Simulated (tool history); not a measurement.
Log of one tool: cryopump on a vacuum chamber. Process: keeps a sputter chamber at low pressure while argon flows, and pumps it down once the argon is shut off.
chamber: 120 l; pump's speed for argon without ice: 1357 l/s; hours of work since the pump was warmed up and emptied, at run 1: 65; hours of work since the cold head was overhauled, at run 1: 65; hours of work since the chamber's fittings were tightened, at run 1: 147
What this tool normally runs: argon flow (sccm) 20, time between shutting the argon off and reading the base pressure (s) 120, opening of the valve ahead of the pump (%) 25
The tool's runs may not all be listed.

| run | hour | argon flow (sccm) | time between shutting the argon off and reading the base pressure (s) | opening of the valve ahead of the pump (%) | hours of work since the pump was warmed up and emptied | hours of work since the cold head was overhauled | hours of work since the chamber's fittings were tightened | pressure while argon flows (Pa) | pressure after the wait (uPa) |
|---|---|---|---|---|---|---|---|---|---|
| 1 | 0 | 20 | 120 | 25 | 65 | 65 | 147 | 0.1012 | 1.18 |
| 2 | 31 | 20 | 120 | 25 | 92 | 92 | 174 | 0.1017 | 1.18 |
| 3 | 96.8 | 20 | 120 | 19 | 147 | 147 | 229 | 0.1334 | 1.3 |
| 4 | 142 | 20 | 120 | 25 | 186 | 186 | 268 | 0.1033 | 1.41 |
| 5 | 196.1 | 20 | 50 | 25 | 232 | 232 | 314 | 0.1034 | 2.36 |
| 6 | 265.3 | 20 | 50 | 25 | 291 | 291 | 373 | 0.1071 | 2.56 |
| 7 | 320.6 | 20 | 293 | 25 | 338 | 338 | 419 | 0.1076 | 1.48 |
| 8 | 362.9 | 20 | 120 | 25 | 374 | 374 | 455 | 0.1091 | 2 |
| 9 | 395.1 | 20 | 120 | 25 | 401 | 401 | 483 | 0.1108 | 2.17 |
|  | 432.5 | pump warmed up, emptied and cooled again |
| 10 | 438.5 | 20 | 59 | 25 | 5 | 434 | 515 | 0.0995 | 2.29 |
| 11 | 509.2 | 20 | 59 | 25 | 65 | 494 | 575 | 0.1021 | 2.48 |
| 12 | 571.5 | 20 | 59 | 25 | 118 | 546 | 628 | 0.102 | 2.56 |
| 13 | 636.1 | 20 | 59 | 25 | 173 | 601 | 683 | 0.1043 | 2.83 |
| 14 | 680.2 | 20 | 59 | 25 | 210 | 639 | 721 | 0.1041 | 2.96 |
| 15 | 744 | 20 | 59 | 25 | 265 | 693 | 775 | 0.1067 | 3.07 |
| 16 | 788.5 | 20 | 120 | 25 | 302 | 731 | 813 | 0.1072 | 2.64 |
| 17 | 828.4 | 20 | 120 | 18 | 336 | 765 | 846 | 0.1475 | 2.77 |
| 18 | 894.3 | 20 | 120 | 15 | 392 | 821 | 902 | 0.1765 | 3.05 |
|  | 941.6 | pump warmed up, emptied and cooled again |
| 19 | 955.2 | 10 | 40 | 25 | 12 | 868 | 950 | 0.0497 | 3.63 |
| 20 | 1000.7 | 10 | 40 | 24 | 50 | 907 | 989 | 0.0522 | 3.82 |
| 21 | 1031.1 | 18 | 44 | 27 | 76 | 933 | 1014 | 0.0838 | 3.7 |
| 22 | 1102.3 | 13 | 29 | 17 | 136 | 993 | 1075 | 0.096 | 4.68 |
| 23 | 1160.1 | 25 | 237 | 52 | 185 | 1042 | 1124 | 0.0652 | 2.68 |
| 24 | 1207.4 | 33 | 27 | 46 | 226 | 1082 | 1164 | 0.0992 | 5.34 |
| 25 | 1259.9 | 33 | 27 | 46 | 270 | 1127 | 1209 | 0.1 | 5.49 |
| 26 | 1319.9 | 33 | 27 | 46 | 321 | 1178 | 1260 | 0.1012 | 5.68 |
| 27 | 1372 | 33 | 27 | 46 | 366 | 1222 | 1304 | 0.1047 | 5.86 |
| 28 | 1421.5 | 11 | 120 | 25 | 408 | 1264 | 1346 | 0.0607 | 4.22 |
|  | 1450.2 | pump warmed up, emptied and cooled again |
| 29 | 1465.8 | 11 | 120 | 25 | 13 | 1297 | 1379 | 0.0554 | 3.21 |
|  | 1472.2 | leaking fittings of the chamber tightened, without venting |
| 30 | 1536.3 | 20 | 58 | 25 | 71 | 1356 | 54 | 0.1015 | 1.55 |
| 31 | 1595.4 | 22 | 58 | 25 | 122 | 1406 | 105 | 0.1126 | 1.69 |
| 32 | 1630.8 | 22 | 58 | 25 | 152 | 1436 | 135 | 0.1126 | 1.87 |
| 33 | 1686 | 22 | 117 | 46 | 199 | 1483 | 182 | 0.0645 | 1.25 |

Hidden state at the last listed run before each entry between runs and at the first one after, where it differs:
Logged between run 9 and run 10: pump warmed up, emptied and cooled again (hour 432.5)
  pump's speed, % of a pump's without ice: 70.5 -> 99.2; cold plate's temperature, K: 12.26 -> 12.27; leak into the chamber, uPa l/s: 1419 -> 1494
  measured result minus the result with no hidden state, pressure while argon flows (Pa): +0.0107 -> +0.0004; pressure after the wait (uPa): +1.33 -> +0.87
Logged between run 18 and run 19: pump warmed up, emptied and cooled again (hour 941.6)
  pump's speed, % of a pump's without ice: 70.8 -> 99.1; cold plate's temperature, K: 12.42 -> 12.44; leak into the chamber, uPa l/s: 2375 -> 2483
  measured result minus the result with no hidden state, pressure while argon flows (Pa): +0.0105 -> +0.0002; pressure after the wait (uPa): +2.23 -> +1.63
Logged between run 28 and run 29: pump warmed up, emptied and cooled again (hour 1450.2)
  pump's speed, % of a pump's without ice: 71.1 -> 99.1; cold plate's temperature, K: 12.59 -> 12.61; leak into the chamber, uPa l/s: 3392 -> 3472
  measured result minus the result with no hidden state, pressure while argon flows (Pa): +0.0059 -> +0.0003; pressure after the wait (uPa): +3.37 -> +2.39
Logged between run 29 and run 30: leaking fittings of the chamber tightened, without venting (hour 1472.2)
  pump's speed, % of a pump's without ice: 99.1 -> 94.8; cold plate's temperature, K: 12.61 -> 12.63; leak into the chamber, uPa l/s: 3472 -> 440
  measured result minus the result with no hidden state, pressure while argon flows (Pa): +0.0003 -> +0.0017; pressure after the wait (uPa): +2.39 -> +0.12
